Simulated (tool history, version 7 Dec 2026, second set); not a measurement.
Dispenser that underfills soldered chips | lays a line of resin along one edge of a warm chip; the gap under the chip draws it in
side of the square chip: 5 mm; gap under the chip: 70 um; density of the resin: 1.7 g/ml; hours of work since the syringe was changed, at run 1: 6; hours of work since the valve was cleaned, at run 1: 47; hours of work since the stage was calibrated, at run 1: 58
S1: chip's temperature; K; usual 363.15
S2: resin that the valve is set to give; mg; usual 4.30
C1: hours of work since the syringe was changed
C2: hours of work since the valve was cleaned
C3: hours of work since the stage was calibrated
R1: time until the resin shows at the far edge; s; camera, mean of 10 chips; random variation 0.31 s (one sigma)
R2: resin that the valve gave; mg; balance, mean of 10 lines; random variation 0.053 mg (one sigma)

run    day      S1    S2  C1   C2   C3    R1    R2
  1  0.000  363.15  4.30   6   47   58   9.5  4.29
  2  0.154  363.15  4.20   9   50   61  11.0  4.00
     0.250  -- new syringe of resin
  3  0.325  363.15  4.20   1   52   63   7.2  4.00
  4  0.592  367.15  4.20   6   57   68   8.4  3.97
     0.862  -- new syringe of resin
  5  0.862  367.15  4.20   0   61   72   5.8  3.95
  6  1.100  367.15  4.20   4   65   76   7.4  4.01
  7  1.267  367.15  4.20   7   68   79   8.7  3.98
  8  1.438  363.15  4.82  10   71   82  12.1  4.60
     1.471  -- new syringe of resin
  9  1.688  356.15  4.30   4   75   86  10.3  4.05
 10  1.896  356.15  4.30   7   78   90  13.6  3.99
     2.100  -- new syringe of resin
 11  2.117  365.15  3.91   0   82   93   6.7  3.69
 12  2.333  358.15  4.30   4   86   97  10.4  3.99
 13  2.496  367.15  4.30   7   88  100   8.6  3.96
     2.725  -- new syringe of resin
 14  2.762  357.15  3.78   1   93  104   8.8  3.44
 15  2.971  365.15  3.70   4   96  108   7.9  3.48
 16  3.175  366.15  4.83   8  100  111   8.6  4.34
     3.346  -- new syringe of resin
 17  3.358  357.15  4.78   0  103  114   8.5  4.32
 18  3.588  357.15  4.78   4  107  118  11.1  4.43
 19  3.817  357.15  4.78   8  110  122  13.7  4.34

Forecast each of these 5 alternatives for the next run:
     3.971  -- new syringe of resin
  A  4.008  349.15  4.30   1  114  125   ?   ?
     3.971  -- new syringe of resin
  B  4.008  357.15  4.98   1  114  125   ?   ?
     3.971  -- new syringe of resin
  C  4.008  376.15  5.60   1  114  125   ?   ?
     3.971  -- new syringe of resin
  D  4.008  377.15  5.43   1  114  125   ?   ?
     3.971  -- new syringe of resin
  E  4.008  371.15  4.50   1  114  125   ?   ?

run    R1    R2
  A  12.6  3.78
  B   8.2  4.45
  C   3.2  5.01
  D   4.1  4.85
  E   5.0  4.08
Without the tool's hidden state the same runs would have given:
run    R1    R2
  A  11.9  4.20
  B   7.8  4.93
  C   3.1  5.55
  D   3.9  5.38
  E   4.8  4.51
